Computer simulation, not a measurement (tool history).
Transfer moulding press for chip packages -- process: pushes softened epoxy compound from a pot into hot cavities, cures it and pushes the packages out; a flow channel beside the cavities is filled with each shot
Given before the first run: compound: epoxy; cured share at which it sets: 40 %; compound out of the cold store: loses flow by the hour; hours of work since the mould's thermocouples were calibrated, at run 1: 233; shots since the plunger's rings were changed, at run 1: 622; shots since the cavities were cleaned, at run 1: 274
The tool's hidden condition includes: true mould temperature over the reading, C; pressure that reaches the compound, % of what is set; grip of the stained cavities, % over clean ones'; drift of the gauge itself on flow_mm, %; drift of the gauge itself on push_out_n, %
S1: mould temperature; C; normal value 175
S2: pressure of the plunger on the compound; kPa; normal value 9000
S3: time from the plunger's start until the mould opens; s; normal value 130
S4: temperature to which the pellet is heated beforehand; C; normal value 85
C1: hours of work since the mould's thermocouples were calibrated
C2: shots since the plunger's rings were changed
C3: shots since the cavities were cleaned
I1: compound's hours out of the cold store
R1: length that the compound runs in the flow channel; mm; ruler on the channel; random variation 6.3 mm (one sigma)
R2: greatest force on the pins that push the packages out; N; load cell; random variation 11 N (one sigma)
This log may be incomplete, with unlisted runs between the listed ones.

run   hour   S1     S2   S3  S4   C1    C2    C3    I1   R1    R2
  1    0.0  175   9000  130  85  233   622   274  24.6  832   607
  2   16.8  175   9000  130  92  242   756   408  34.0  794   630
  3   31.6  175   9000  130  87  249   873   525  23.1  839   692
  4   41.3  175   9000  130  85  254   951   603  39.2  774   695
  5   49.5  175   9000  130  85  258  1016   668  37.6  782   711
  6   63.3  175   9000  130  85  266  1126   778  35.3  786   741
  7   77.8  175   9000  130  85  273  1242   894  19.7  847   783
  8   89.8  175   9000  112  85  279  1338   990  42.2  750  1006
  9  106.3  172   9000  130  85  288  1470  1122  12.6  902  1021
     115.6  -- cavities cleaned with cleaning compound and waxed
 10  124.4  172   9000  130  85  296  1602    70  42.7  768   639
 11  133.1  180   9000  130  85  301  1671   139  37.0  748   481
 12  147.3  175   9000  130  85  308  1785   253  21.1  821   614
 13  161.7  175   9000  130  85  315  1899   367  46.6  717   639
 14  169.8  175   9000  130  90  319  1964   432  12.8  854   701
 15  177.2  175   9000  130  90  323  2023   491  21.9  827   704
 16  192.7  175   9000  130  90  331  2147   615  42.5  747   701
 17  203.9  167   7910  130  91  337  2236   704  12.6  854  1446
 18  217.7  167   7910  130  91  344  2346   814  19.8  822  1394
 19  225.6  175   9000  130  78  348  2409   877  46.6  740   748
 20  234.2  175   9000  130  80  352  2477   945  46.9  719   755
 21  243.5  175   9000  138  80  357  2552  1020  44.4  722   712
 22  250.4  182  10630  138  80  361  2607  1075  20.5  855   650
 23  261.3  174  10630  138  83  366  2693  1161  45.9  788   771
     266.3  -- cavities cleaned with cleaning compound and waxed
 24  270.7  173   7930  130  90  370  2757    36  27.8  738   579
 25  279.3  169   8370  126  78  375  2826   105  47.1  713   836
 26  287.5  176   9000  137  79  379  2891   170  42.9  724   509
 27  300.0  176   7830  159  79  385  2991   270  36.1  705   503
 28  311.3  172   9000  130  85  391  3081   360  26.9  794   794

What if the next run were any one of these 3? Each begins from the tool's condition after run 28:
  A  318.3  177  9000  147  85  395  3136  415   9.2   ?   ?
  B  318.3  180  9000  120  82  395  3136  415  33.7   ?   ?
  C  318.3  182  9000  130  85  395  3136  415  11.8   ?   ?

run   R1   R2
  A  839  555
  B  728  582
  C  811  546
Without the tool's hidden state the same runs would have given:
run   R1   R2
  A  891  405
  B  773  427
  C  861  396
